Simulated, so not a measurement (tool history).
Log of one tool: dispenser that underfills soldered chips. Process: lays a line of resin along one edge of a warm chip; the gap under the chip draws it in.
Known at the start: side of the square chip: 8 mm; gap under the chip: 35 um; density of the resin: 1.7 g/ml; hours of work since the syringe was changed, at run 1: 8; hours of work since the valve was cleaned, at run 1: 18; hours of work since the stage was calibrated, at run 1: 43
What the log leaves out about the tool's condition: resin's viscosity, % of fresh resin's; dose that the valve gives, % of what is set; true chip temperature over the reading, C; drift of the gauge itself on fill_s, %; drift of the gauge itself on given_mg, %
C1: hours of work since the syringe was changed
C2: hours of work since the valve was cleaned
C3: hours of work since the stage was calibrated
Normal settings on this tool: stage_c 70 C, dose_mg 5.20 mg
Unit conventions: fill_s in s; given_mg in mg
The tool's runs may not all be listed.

{"run": 1, "hour": 0.0, "stage_c": 70, "dose_mg": 5.2, "C1": 8, "C2": 18, "C3": 43, "fill_s": 57.0, "given_mg": 5.12}
{"hour": 3.1, "done": "new syringe of resin"}
{"run": 2, "hour": 5.0, "stage_c": 70, "dose_mg": 5.2, "C1": 1, "C2": 21, "C3": 46, "fill_s": 43.4, "given_mg": 5.05}
{"run": 3, "hour": 7.8, "stage_c": 62, "dose_mg": 5.2, "C1": 3, "C2": 23, "C3": 48, "fill_s": 62.9, "given_mg": 5.06}
{"run": 4, "hour": 12.8, "stage_c": 70, "dose_mg": 4.78, "C1": 7, "C2": 27, "C3": 51, "fill_s": 55.8, "given_mg": 4.64}
{"hour": 17.9, "done": "new syringe of resin"}
{"run": 5, "hour": 18.0, "stage_c": 70, "dose_mg": 6.43, "C1": 0, "C2": 30, "C3": 55, "fill_s": 39.2, "given_mg": 6.25}
{"run": 6, "hour": 20.9, "stage_c": 70, "dose_mg": 6.43, "C1": 2, "C2": 32, "C3": 57, "fill_s": 43.8, "given_mg": 6.26}
{"run": 7, "hour": 25.6, "stage_c": 70, "dose_mg": 6.43, "C1": 5, "C2": 35, "C3": 60, "fill_s": 50.3, "given_mg": 6.25}
{"run": 8, "hour": 30.7, "stage_c": 70, "dose_mg": 5.2, "C1": 9, "C2": 39, "C3": 64, "fill_s": 59.8, "given_mg": 4.95}
{"hour": 32.7, "done": "new syringe of resin"}
{"run": 9, "hour": 34.4, "stage_c": 70, "dose_mg": 5.97, "C1": 1, "C2": 41, "C3": 66, "fill_s": 41.0, "given_mg": 5.84}
{"run": 10, "hour": 39.3, "stage_c": 70, "dose_mg": 5.2, "C1": 5, "C2": 45, "C3": 69, "fill_s": 49.3, "given_mg": 5.0}
{"hour": 42.0, "done": "dispensing valve cleaned and set on the balance"}
{"run": 11, "hour": 43.9, "stage_c": 70, "dose_mg": 5.2, "C1": 7, "C2": 1, "C3": 72, "fill_s": 54.4, "given_mg": 5.21}
{"hour": 48.3, "done": "new syringe of resin"}
{"run": 12, "hour": 49.3, "stage_c": 70, "dose_mg": 5.2, "C1": 1, "C2": 5, "C3": 76, "fill_s": 41.6, "given_mg": 5.18}
{"run": 13, "hour": 54.0, "stage_c": 70, "dose_mg": 5.2, "C1": 4, "C2": 8, "C3": 79, "fill_s": 47.9, "given_mg": 5.19}
{"run": 14, "hour": 57.3, "stage_c": 70, "dose_mg": 5.2, "C1": 6, "C2": 10, "C3": 81, "fill_s": 52.2, "given_mg": 5.19}
{"run": 15, "hour": 60.5, "stage_c": 70, "dose_mg": 5.2, "C1": 9, "C2": 13, "C3": 83, "fill_s": 56.3, "given_mg": 5.13}
{"hour": 63.1, "done": "new syringe of resin"}
{"run": 16, "hour": 65.2, "stage_c": 70, "dose_mg": 5.2, "C1": 1, "C2": 16, "C3": 86, "fill_s": 42.4, "given_mg": 5.17}
{"run": 17, "hour": 68.6, "stage_c": 70, "dose_mg": 6.24, "C1": 4, "C2": 18, "C3": 89, "fill_s": 45.5, "given_mg": 6.12}
{"run": 18, "hour": 73.5, "stage_c": 70, "dose_mg": 6.24, "C1": 7, "C2": 22, "C3": 92, "fill_s": 52.3, "given_mg": 6.15}
{"run": 19, "hour": 77.4, "stage_c": 70, "dose_mg": 6.24, "C1": 10, "C2": 24, "C3": 95, "fill_s": 58.9, "given_mg": 6.09}
{"hour": 77.9, "done": "new syringe of resin"}
{"run": 20, "hour": 80.6, "stage_c": 80, "dose_mg": 6.06, "C1": 2, "C2": 26, "C3": 97, "fill_s": 28.9, "given_mg": 5.95}
{"run": 21, "hour": 84.7, "stage_c": 80, "dose_mg": 6.06, "C1": 5, "C2": 29, "C3": 100, "fill_s": 32.9, "given_mg": 5.91}
{"run": 22, "hour": 87.7, "stage_c": 61, "dose_mg": 5.87, "C1": 7, "C2": 31, "C3": 102, "fill_s": 76.9, "given_mg": 5.63}
{"run": 23, "hour": 90.9, "stage_c": 77, "dose_mg": 5.12, "C1": 9, "C2": 33, "C3": 104, "fill_s": 46.5, "given_mg": 5.03}
{"hour": 92.6, "done": "new syringe of resin"}
{"run": 24, "hour": 95.3, "stage_c": 85, "dose_mg": 4.67, "C1": 2, "C2": 36, "C3": 107, "fill_s": 25.2, "given_mg": 4.53}
{"run": 25, "hour": 98.3, "stage_c": 70, "dose_mg": 5.43, "C1": 4, "C2": 38, "C3": 109, "fill_s": 46.8, "given_mg": 5.2}
{"run": 26, "hour": 100.9, "stage_c": 70, "dose_mg": 5.43, "C1": 6, "C2": 40, "C3": 111, "fill_s": 51.0, "given_mg": 5.22}
{"run": 27, "hour": 104.9, "stage_c": 70, "dose_mg": 5.42, "C1": 9, "C2": 43, "C3": 114, "fill_s": 56.5, "given_mg": 5.23}
{"hour": 107.4, "done": "new syringe of resin"}
{"run": 28, "hour": 109.4, "stage_c": 69, "dose_mg": 6.18, "C1": 1, "C2": 46, "C3": 116, "fill_s": 43.2, "given_mg": 5.97}
{"hour": 110.7, "done": "dispensing valve cleaned and set on the balance"}
{"run": 29, "hour": 113.5, "stage_c": 69, "dose_mg": 6.18, "C1": 4, "C2": 2, "C3": 119, "fill_s": 46.8, "given_mg": 6.15}
{"run": 30, "hour": 115.7, "stage_c": 69, "dose_mg": 6.18, "C1": 5, "C2": 3, "C3": 120, "fill_s": 49.2, "given_mg": 6.19}
{"run": 31, "hour": 120.3, "stage_c": 79, "dose_mg": 5.01, "C1": 8, "C2": 7, "C3": 123, "fill_s": 39.5, "given_mg": 5.0}
{"hour": 123.3, "done": "new syringe of resin"}
{"run": 32, "hour": 125.4, "stage_c": 56, "dose_mg": 4.87, "C1": 2, "C2": 10, "C3": 127, "fill_s": 78.7, "given_mg": 4.85}
{"run": 33, "hour": 128.5, "stage_c": 56, "dose_mg": 4.87, "C1": 4, "C2": 12, "C3": 129, "fill_s": 85.4, "given_mg": 4.82}
{"run": 34, "hour": 133.7, "stage_c": 56, "dose_mg": 4.87, "C1": 7, "C2": 16, "C3": 132, "fill_s": 99.3, "given_mg": 4.76}
{"hour": 137.9, "done": "new syringe of resin"}
{"run": 35, "hour": 137.9, "stage_c": 56, "dose_mg": 4.87, "C1": 0, "C2": 18, "C3": 135, "fill_s": 72.3, "given_mg": 4.84}

How the hidden state differs across the entries between the runs, from the last listed run before each to the first after it:
Logged between run 1 and run 2: new syringe of resin (hour 3.1)
  resin's viscosity, % of fresh resin's: 141.4 -> 105.1; dose that the valve gives, % of what is set: 98.4 -> 98.11; true chip temperature over the reading, C: 0.3 -> 0.31
  difference, measured minus the result without the unlogged condition, fill_s: +16.3 -> +1.8 s; given_mg: -0.08 -> -0.10 mg
Logged between run 4 and run 5: new syringe of resin (hour 17.9)
  resin's viscosity, % of fresh resin's: 131.2 -> 101.7; dose that the valve gives, % of what is set: 97.63 -> 97.31; true chip temperature over the reading, C: 0.32 -> 0.33
  difference, measured minus the result without the unlogged condition, fill_s: +13.0 -> +0.3 s; given_mg: -0.11 -> -0.17 mg
Logged between run 8 and run 9: new syringe of resin (hour 32.7)
  resin's viscosity, % of fresh resin's: 145.9 -> 104.5; dose that the valve gives, % of what is set: 96.49 -> 96.26
  difference, measured minus the result without the unlogged condition, fill_s: +18.6 -> +1.4 s; given_mg: -0.18 -> -0.22 mg
Logged between run 10 and run 11: dispensing valve cleaned and set on the balance (hour 42.0)
  resin's viscosity, % of fresh resin's: 119.9 -> 133.1; dose that the valve gives, % of what is set: 95.96 -> 99.88
  difference, measured minus the result without the unlogged condition, fill_s: +8.0 -> +12.7 s; given_mg: -0.21 -> -0.01 mg
Logged between run 11 and run 12: new syringe of resin (hour 48.3)
  resin's viscosity, % of fresh resin's: 133.1 -> 104.1; dose that the valve gives, % of what is set: 99.88 -> 99.57; true chip temperature over the reading, C: 0.36 -> 0.37
  difference, measured minus the result without the unlogged condition, fill_s: +12.7 -> +1.1 s; given_mg: -0.01 -> -0.02 mg
Logged between run 15 and run 16: new syringe of resin (hour 63.1)
  resin's viscosity, % of fresh resin's: 143.3 -> 105.3; dose that the valve gives, % of what is set: 98.9 -> 98.64; true chip temperature over the reading, C: 0.39 -> 0.4
  difference, measured minus the result without the unlogged condition, fill_s: +16.6 -> +1.7 s; given_mg: -0.06 -> -0.07 mg
Logged between run 19 and run 20: new syringe of resin (hour 77.9)
  resin's viscosity, % of fresh resin's: 149.1 -> 109.6; dose that the valve gives, % of what is set: 97.86 -> 97.68; true chip temperature over the reading, C: 0.41 -> 0.42
  difference, measured minus the result without the unlogged condition, fill_s: +18.7 -> +2.2 s; given_mg: -0.14 -> -0.14 mg
Logged between run 23 and run 24: new syringe of resin (hour 92.6)
  resin's viscosity, % of fresh resin's: 147.1 -> 107.1; dose that the valve gives, % of what is set: 97.05 -> 96.79; true chip temperature over the reading, C: 0.43 -> 0.44
  difference, measured minus the result without the unlogged condition, fill_s: +14.5 -> +1.6 s; given_mg: -0.16 -> -0.15 mg
Logged between run 27 and run 28: new syringe of resin (hour 107.4)
  resin's viscosity, % of fresh resin's: 140.9 -> 105.6; dose that the valve gives, % of what is set: 96.17 -> 95.94; true chip temperature over the reading, C: 0.45 -> 0.46
  difference, measured minus the result without the unlogged condition, fill_s: +15.9 -> +1.7 s; given_mg: -0.21 -> -0.25 mg
Logged between run 28 and run 29: dispensing valve cleaned and set on the balance (hour 110.7)
  resin's viscosity, % of fresh resin's: 105.6 -> 115.2; dose that the valve gives, % of what is set: 95.94 -> 99.93
  difference, measured minus the result without the unlogged condition, fill_s: +1.7 -> +5.4 s; given_mg: -0.25 -> +0.00 mg
Logged between run 31 and run 32: new syringe of resin (hour 123.3)
  resin's viscosity, % of fresh resin's: 140.2 -> 107.9; dose that the valve gives, % of what is set: 99.5 -> 99.21; true chip temperature over the reading, C: 0.47 -> 0.48
  difference, measured minus the result without the unlogged condition, fill_s: +10.8 -> +4.5 s; given_mg: -0.02 -> -0.04 mg
Logged between run 34 and run 35: new syringe of resin (hour 137.9)
  resin's viscosity, % of fresh resin's: 136.6 -> 99.8; dose that the valve gives, % of what is set: 98.73 -> 98.46
  difference, measured minus the result without the unlogged condition, fill_s: +25.4 -> -1.3 s; given_mg: -0.06 -> -0.08 mg

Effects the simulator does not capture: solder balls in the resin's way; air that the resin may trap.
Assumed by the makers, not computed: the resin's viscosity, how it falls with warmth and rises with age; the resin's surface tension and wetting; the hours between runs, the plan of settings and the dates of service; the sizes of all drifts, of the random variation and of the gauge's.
